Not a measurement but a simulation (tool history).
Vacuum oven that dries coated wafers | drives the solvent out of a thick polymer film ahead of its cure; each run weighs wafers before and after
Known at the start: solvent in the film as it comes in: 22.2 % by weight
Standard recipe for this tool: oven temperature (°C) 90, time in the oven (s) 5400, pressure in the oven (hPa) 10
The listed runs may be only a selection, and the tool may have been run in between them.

{"run": 1, "hour": 0.0, "oven temperature (°C)": 90, "time in the oven (s)": 5400, "pressure in the oven (hPa)": 10, "solvent left in the film (%)": 2.1}
{"run": 2, "hour": 23.7, "oven temperature (°C)": 90, "time in the oven (s)": 5400, "pressure in the oven (hPa)": 10, "solvent left in the film (%)": 2.06}
{"run": 3, "hour": 38.3, "oven temperature (°C)": 90, "time in the oven (s)": 5400, "pressure in the oven (hPa)": 10, "solvent left in the film (%)": 2.22}
{"run": 4, "hour": 62.4, "oven temperature (°C)": 90, "time in the oven (s)": 5400, "pressure in the oven (hPa)": 10, "solvent left in the film (%)": 2.13}
{"run": 5, "hour": 84.6, "oven temperature (°C)": 90, "time in the oven (s)": 5160, "pressure in the oven (hPa)": 10, "solvent left in the film (%)": 2.19}
{"run": 6, "hour": 96.2, "oven temperature (°C)": 90, "time in the oven (s)": 5160, "pressure in the oven (hPa)": 10, "solvent left in the film (%)": 2.22}
{"hour": 99.6, "done": "oven's thermocouples calibrated"}
{"run": 7, "hour": 110.5, "oven temperature (°C)": 90, "time in the oven (s)": 5940, "pressure in the oven (hPa)": 10, "solvent left in the film (%)": 1.94}
{"run": 8, "hour": 130.4, "oven temperature (°C)": 90, "time in the oven (s)": 5400, "pressure in the oven (hPa)": 10, "solvent left in the film (%)": 2.13}
{"run": 9, "hour": 151.7, "oven temperature (°C)": 90, "time in the oven (s)": 5400, "pressure in the oven (hPa)": 33.1, "solvent left in the film (%)": 5.3}
{"run": 10, "hour": 172.6, "oven temperature (°C)": 90, "time in the oven (s)": 5400, "pressure in the oven (hPa)": 33.1, "solvent left in the film (%)": 5.13}
{"hour": 178.3, "done": "oven's thermocouples calibrated, once more"}
{"run": 11, "hour": 184.7, "oven temperature (°C)": 88, "time in the oven (s)": 4680, "pressure in the oven (hPa)": 33.1, "solvent left in the film (%)": 6.11}
{"run": 12, "hour": 200.1, "oven temperature (°C)": 88, "time in the oven (s)": 4680, "pressure in the oven (hPa)": 33.1, "solvent left in the film (%)": 6.2}

Estimate the outcome of run 13 from the log above:
{"run": 13, "hour": 215.1, "oven temperature (°C)": 88, "time in the oven (s)": 4680, "pressure in the oven (hPa)": 33.1, "solvent left in the film (%)": "?"}

{"run 13": {"solvent left in the film (%)": 6.2}}
Take away the tool's hidden state, keep the run-to-run variation as it was, and the same run would have given solvent left in the film (%) 5.94.
